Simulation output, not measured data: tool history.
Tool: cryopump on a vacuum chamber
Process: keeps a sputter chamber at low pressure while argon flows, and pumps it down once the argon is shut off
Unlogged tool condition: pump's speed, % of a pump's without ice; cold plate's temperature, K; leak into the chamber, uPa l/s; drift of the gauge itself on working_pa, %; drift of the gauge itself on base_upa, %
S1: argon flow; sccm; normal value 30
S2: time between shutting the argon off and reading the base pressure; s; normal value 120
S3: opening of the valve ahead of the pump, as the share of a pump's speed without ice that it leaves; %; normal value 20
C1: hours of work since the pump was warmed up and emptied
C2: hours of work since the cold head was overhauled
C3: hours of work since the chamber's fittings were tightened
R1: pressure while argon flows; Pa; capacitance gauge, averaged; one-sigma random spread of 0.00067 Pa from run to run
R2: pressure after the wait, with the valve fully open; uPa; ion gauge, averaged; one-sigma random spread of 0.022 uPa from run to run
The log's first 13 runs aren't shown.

Run 14, hour 1059.1: usual settings but S1 16 sccm, S2 33 s, S3 21 %; C1 325; C2 2015; C3 960. Result: R1 0.0591 Pa, R2 2.19 uPa.
Run 15, hour 1121.6: usual settings but S1 16 sccm, S2 33 s, S3 21 %; C1 369; C2 2059; C3 1004. Result: R1 0.0590 Pa, R2 2.19 uPa.
Run 16, hour 1190.2: usual settings but S1 16 sccm, S2 33 s, S3 21 %; C1 418; C2 2108; C3 1053. Result: R1 0.0598 Pa, R2 2.19 uPa.
Run 17, hour 1295.1: usual settings but S1 16 sccm, S2 33 s, S3 21 %; C1 492; C2 2182; C3 1127. Result: R1 0.0599 Pa, R2 2.24 uPa.
Run 18, hour 1340.4: usual settings but S1 13 sccm, S2 43 s, S3 49 %; C1 524; C2 2214; C3 1159. Result: R1 0.0224 Pa, R2 1.72 uPa.
At hour 1384.3: pump warmed up, emptied and cooled again.
Run 19, hour 1428.9: usual settings but S1 13 sccm, S2 43 s, S3 49 %; C1 32; C2 2273; C3 1218. Result: R1 0.0203 Pa, R2 1.76 uPa.
Run 20, hour 1503.6: usual settings but S1 13 sccm, S2 43 s, S3 49 %; C1 85; C2 2326; C3 1271. Result: R1 0.0212 Pa, R2 1.75 uPa.
Run 21, hour 1565.6: usual settings but S1 45 sccm, S2 191 s, S3 36 %; C1 129; C2 2370; C3 1315. Result: R1 0.0971 Pa, R2 0.63 uPa.
Run 22, hour 1616.1: usual settings but S1 20 sccm, S2 42 s; C1 164; C2 2406; C3 1351. Result: R1 0.0763 Pa, R2 1.82 uPa.
Run 23, hour 1714.6: usual settings but S1 20 sccm, S2 42 s; C1 234; C2 2476; C3 1421. Result: R1 0.0773 Pa, R2 1.88 uPa.
Run 24, hour 1767.0: usual settings but S1 29 sccm, S2 42 s; C1 271; C2 2513; C3 1458. Result: R1 0.1127 Pa, R2 1.81 uPa.
Run 25, hour 1843.7: usual settings but S1 29 sccm, S2 42 s; C1 326; C2 2567; C3 1512. Result: R1 0.1129 Pa, R2 1.92 uPa.
Run 26, hour 1888.5: usual settings but S2 42 s, S3 16 %; C1 357; C2 2599; C3 1544. Result: R1 0.1444 Pa, R2 1.87 uPa.
Run 27, hour 1946.1: usual settings but S2 42 s, S3 16 %; C1 398; C2 2640; C3 1585. Result: R1 0.1446 Pa, R2 1.83 uPa.
Run 28, hour 1999.2: usual settings but S2 42 s, S3 16 %; C1 436; C2 2678; C3 1623. Result: R1 0.1446 Pa, R2 1.86 uPa.
Run 29, hour 2075.3: usual settings but S2 22 s, S3 35 %; C1 490; C2 2732; C3 1677. Result: R1 0.0698 Pa, R2 3.27 uPa.
Run 30, hour 2132.7: usual settings but S1 26 sccm, S3 24 %; C1 531; C2 2772; C3 1717. Result: R1 0.0855 Pa, R2 0.90 uPa.
At hour 2169.9: pump warmed up, emptied and cooled again.
Run 31, hour 2233.3: usual settings but S1 27 sccm, S3 29 %; C1 45; C2 2840; C3 1785. Result: R1 0.0696 Pa, R2 0.84 uPa.
Run 32, hour 2318.6: usual settings but S3 33 %; C1 105; C2 2901; C3 1846. Result: R1 0.0701 Pa, R2 0.90 uPa.
Run 33, hour 2398.0: usual settings but S2 21 s, S3 33 %; C1 162; C2 2957; C3 1902. Result: R1 0.0701 Pa, R2 3.42 uPa.

Each row is a separate what-if for the run after 33, all from the same tool condition, not one after another. Results?
Run A, hour 2468.3: usual settings but S2 51 s, S3 19 %; C1 212; C2 3007; C3 1952. Result: R1 ?, R2 ?.
Run B, hour 2468.3: usual settings but S1 25 sccm, S2 37 s; C1 212; C2 3007; C3 1952. Result: R1 ?, R2 ?.
Run C, hour 2468.3: usual settings but S1 17 sccm, S2 38 s, S3 21 %; C1 212; C2 3007; C3 1952. Result: R1 ?, R2 ?.
Run D, hour 2468.3: usual settings but S1 26 sccm, S2 42 s, S3 21 %; C1 212; C2 3007; C3 1952. Result: R1 ?, R2 ?.

run      R1    R2
  A  0.1215  1.59
  B  0.0964  2.08
  C  0.0627  2.05
  D  0.0950  1.93
With the hidden condition removed and each run's random variation left untouched, the same runs would have given:
run      R1    R2
  A  0.1186  1.38
  B  0.0940  1.87
  C  0.0610  1.83
  D  0.0925  1.71
